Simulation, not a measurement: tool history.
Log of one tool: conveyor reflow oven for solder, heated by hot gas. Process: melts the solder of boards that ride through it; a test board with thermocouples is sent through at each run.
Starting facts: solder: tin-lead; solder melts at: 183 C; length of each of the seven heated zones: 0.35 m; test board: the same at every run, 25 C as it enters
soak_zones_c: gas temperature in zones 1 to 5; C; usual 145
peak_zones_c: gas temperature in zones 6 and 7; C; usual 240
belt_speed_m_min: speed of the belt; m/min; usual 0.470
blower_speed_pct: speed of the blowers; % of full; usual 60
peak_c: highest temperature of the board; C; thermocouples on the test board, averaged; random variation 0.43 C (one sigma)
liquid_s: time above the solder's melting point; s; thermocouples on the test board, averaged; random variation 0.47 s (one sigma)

run 1 day=0.000 | soak_zones_c=145 peak_zones_c=240 belt_speed_m_min=0.470 blower_speed_pct=60 | peak_c=212.3 liquid_s=61.0
run 2 day=0.271 | soak_zones_c=145 peak_zones_c=240 belt_speed_m_min=0.470 blower_speed_pct=60 | peak_c=211.3 liquid_s=61.5
run 3 day=0.746 | soak_zones_c=145 peak_zones_c=240 belt_speed_m_min=0.470 blower_speed_pct=60 | peak_c=211.8 liquid_s=61.1
run 4 day=1.075 | soak_zones_c=145 peak_zones_c=240 belt_speed_m_min=0.470 blower_speed_pct=52 | peak_c=208.8 liquid_s=57.9
-- day=1.771 flux residue cleaned out of gas plates and filters
run 5 day=1.771 | soak_zones_c=145 peak_zones_c=240 belt_speed_m_min=0.470 blower_speed_pct=52 | peak_c=206.6 liquid_s=53.4
run 6 day=1.996 | soak_zones_c=145 peak_zones_c=240 belt_speed_m_min=0.470 blower_speed_pct=86 | peak_c=214.9 liquid_s=66.0
run 7 day=2.488 | soak_zones_c=145 peak_zones_c=240 belt_speed_m_min=0.470 blower_speed_pct=86 | peak_c=214.9 liquid_s=66.2
run 8 day=2.908 | soak_zones_c=145 peak_zones_c=240 belt_speed_m_min=0.483 blower_speed_pct=60 | peak_c=207.4 liquid_s=54.2
run 9 day=3.208 | soak_zones_c=145 peak_zones_c=240 belt_speed_m_min=0.470 blower_speed_pct=83 | peak_c=214.4 liquid_s=66.0
run 10 day=3.592 | soak_zones_c=145 peak_zones_c=240 belt_speed_m_min=0.470 blower_speed_pct=83 | peak_c=214.5 liquid_s=64.9
-- day=3.904 flux residue cleaned out of gas plates and filters, once more
run 11 day=4.246 | soak_zones_c=145 peak_zones_c=240 belt_speed_m_min=0.470 blower_speed_pct=60 | peak_c=215.1 liquid_s=66.7
run 12 day=4.658 | soak_zones_c=145 peak_zones_c=243 belt_speed_m_min=0.470 blower_speed_pct=60 | peak_c=216.9 liquid_s=67.9
run 13 day=5.029 | soak_zones_c=145 peak_zones_c=243 belt_speed_m_min=0.470 blower_speed_pct=60 | peak_c=217.5 liquid_s=66.9
run 14 day=5.479 | soak_zones_c=145 peak_zones_c=243 belt_speed_m_min=0.470 blower_speed_pct=60 | peak_c=217.2 liquid_s=67.8
run 15 day=5.696 | soak_zones_c=145 peak_zones_c=243 belt_speed_m_min=0.470 blower_speed_pct=90 | peak_c=224.2 liquid_s=74.8
run 16 day=6.058 | soak_zones_c=145 peak_zones_c=243 belt_speed_m_min=0.470 blower_speed_pct=90 | peak_c=225.0 liquid_s=75.8
run 17 day=6.517 | soak_zones_c=145 peak_zones_c=244 belt_speed_m_min=0.461 blower_speed_pct=59 | peak_c=218.2 liquid_s=70.7
run 18 day=6.829 | soak_zones_c=145 peak_zones_c=244 belt_speed_m_min=0.461 blower_speed_pct=59 | peak_c=217.3 liquid_s=70.2
run 19 day=7.217 | soak_zones_c=145 peak_zones_c=240 belt_speed_m_min=0.470 blower_speed_pct=81 | peak_c=219.9 liquid_s=72.6
run 20 day=7.508 | soak_zones_c=145 peak_zones_c=240 belt_speed_m_min=0.470 blower_speed_pct=81 | peak_c=220.2 liquid_s=71.4
run 21 day=7.750 | soak_zones_c=145 peak_zones_c=240 belt_speed_m_min=0.470 blower_speed_pct=81 | peak_c=220.9 liquid_s=71.4
run 22 day=7.975 | soak_zones_c=145 peak_zones_c=244 belt_speed_m_min=0.453 blower_speed_pct=80 | peak_c=224.2 liquid_s=78.9
run 23 day=8.233 | soak_zones_c=145 peak_zones_c=244 belt_speed_m_min=0.426 blower_speed_pct=80 | peak_c=225.7 liquid_s=84.5

Run 24 has not been measured yet. What should we expect?
run 24 day=8.625 | soak_zones_c=145 peak_zones_c=234 belt_speed_m_min=0.504 blower_speed_pct=60 | peak_c=? liquid_s=?

peak_c: 206.9 C
liquid_s: 51.3 s
With the hidden condition absent and the run-to-run variation left alone, this run would have shown peak_c 208.2 C, liquid_s 52.7 s.
